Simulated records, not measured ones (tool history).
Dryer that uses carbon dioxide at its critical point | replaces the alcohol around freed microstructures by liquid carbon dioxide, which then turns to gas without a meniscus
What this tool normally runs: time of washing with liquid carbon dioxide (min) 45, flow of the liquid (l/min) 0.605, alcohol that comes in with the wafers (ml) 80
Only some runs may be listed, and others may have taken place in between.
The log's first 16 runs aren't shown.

run,day,time of washing with liquid carbon dioxide (min),flow of the liquid (l/min),alcohol that comes in with the wafers (ml),hours of work since the filter was changed,hours of work since the purifier's bed was changed,alcohol left in the vessel before it's heated (ppm by volume)
17,4.225,45,0.441,80,16,111,413
18,4.446,45,0.441,80,20,115,417
19,4.812,45,0.799,80,26,121,35
20,5.083,45,0.799,80,31,126,35
21,5.438,45,0.698,80,38,133,62
22,5.621,57,0.605,80,41,136,46
23,5.867,57,0.663,80,45,140,35
24,6.146,40,0.684,103,50,145,144
25,6.483,56,0.475,28,56,151,64
26,6.858,49,0.429,101,63,158,452
27,7.121,27,0.605,22,68,163,251
28,7.458,41,0.847,47,74,169,28
29,7.688,41,0.847,47,78,173,40
30,7.917,61,0.618,47,82,177,26
31,8.104,49,0.536,80,85,180,158
32,8.262,49,0.799,40,88,183,36
33,8.462,28,0.697,41,92,187,260
34,8.725,28,0.576,35,97,191,426
35,8.983,28,0.576,35,101,196,440
36,9.138,28,0.66,29,104,199,240

Run 37 is up next; what results do you expect?
37,9.358,28,0.383,43,108,203,?

Run 37 measured alcohol left in the vessel before it's heated (ppm by volume) 1407.
Were there no unlogged condition in the tool, this run, its random variation unchanged, would have produced alcohol left in the vessel before it's heated (ppm by volume) 1274.
